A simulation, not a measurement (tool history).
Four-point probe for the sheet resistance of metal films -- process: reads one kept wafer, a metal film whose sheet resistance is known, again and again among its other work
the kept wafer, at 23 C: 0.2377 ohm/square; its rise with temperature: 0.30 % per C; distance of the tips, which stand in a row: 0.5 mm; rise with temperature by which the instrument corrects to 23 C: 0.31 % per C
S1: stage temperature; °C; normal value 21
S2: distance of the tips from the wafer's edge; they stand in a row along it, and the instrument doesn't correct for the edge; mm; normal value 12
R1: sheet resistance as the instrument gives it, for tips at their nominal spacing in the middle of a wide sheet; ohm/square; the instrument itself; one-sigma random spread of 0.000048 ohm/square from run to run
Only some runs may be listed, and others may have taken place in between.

run 1 hour=0 | S1=21 S2=12 | R1=0.236082
run 2 hour=57.7 | S1=21 S2=12 | R1=0.235985
run 3 hour=140.7 | S1=21 S2=12 | R1=0.235814
run 4 hour=210.3 | S1=21 S2=12 | R1=0.235843
run 5 hour=268 | S1=21 S2=12 | R1=0.235689
run 6 hour=328 | S1=21 S2=12 | R1=0.235619
run 7 hour=387.1 | S1=21 S2=30 | R1=0.235509
run 8 hour=447.1 | S1=21 S2=30 | R1=0.235389
run 9 hour=484.9 | S1=21 S2=30 | R1=0.235267
run 10 hour=535.1 | S1=21 S2=30 | R1=0.235253
run 11 hour=579.4 | S1=21 S2=30 | R1=0.235164
run 12 hour=639.1 | S1=30 S2=57 | R1=0.234854

Predict the results of run 13:
run 13 hour=710.5 | S1=32 S2=11 | R1=?

Run 13 came out at R1 0.234975 ohm/square.
Were there no unlogged condition in the tool, this run, its random variation unchanged, would have produced R1 0.237687 ohm/square.

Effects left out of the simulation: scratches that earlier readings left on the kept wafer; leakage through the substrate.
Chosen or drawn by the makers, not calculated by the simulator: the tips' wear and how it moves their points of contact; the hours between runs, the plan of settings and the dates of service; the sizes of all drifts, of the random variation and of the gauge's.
